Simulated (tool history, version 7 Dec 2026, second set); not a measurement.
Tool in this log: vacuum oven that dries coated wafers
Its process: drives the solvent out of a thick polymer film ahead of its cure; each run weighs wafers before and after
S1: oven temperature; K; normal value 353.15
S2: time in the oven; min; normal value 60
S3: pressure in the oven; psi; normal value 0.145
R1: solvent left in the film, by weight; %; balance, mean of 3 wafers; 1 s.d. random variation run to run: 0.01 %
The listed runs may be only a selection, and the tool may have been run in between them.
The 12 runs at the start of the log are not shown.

run     day      S1  S2     S3    R1
 13  32.842  357.15  60  0.145  0.73
 14    34.3  353.15  60  0.145  1.11
 15    36.9  358.15  60  0.145  0.66
         38  -- oven's thermocouples calibrated
 16  38.817  358.15  60  0.145   0.8
 17      42  358.15  60  0.145   0.8
 18  43.875  358.15  60  0.145  0.79
 19  46.312  358.15  60  0.145   0.8
 20  49.379  353.15  60  0.145  1.37
 21  52.754  353.15  60  0.145  1.38
 22  54.867  353.15  60  0.145  1.37
 23  57.258  353.15  60  0.145  1.37
 24  60.346  353.15  69  0.145  1.12
 25  62.671  353.15  39  0.535  3.78
 26  66.083  353.15  39  0.535  3.76
 27  68.829  356.15  54   0.41   1.9

Forecast run 28:
 28  72.442  356.15  54  0.41   ?

{"run 28": {"R1": 1.89}}
With the hidden condition absent and the run-to-run variation left alone, this run would have shown R1 1.79 %.
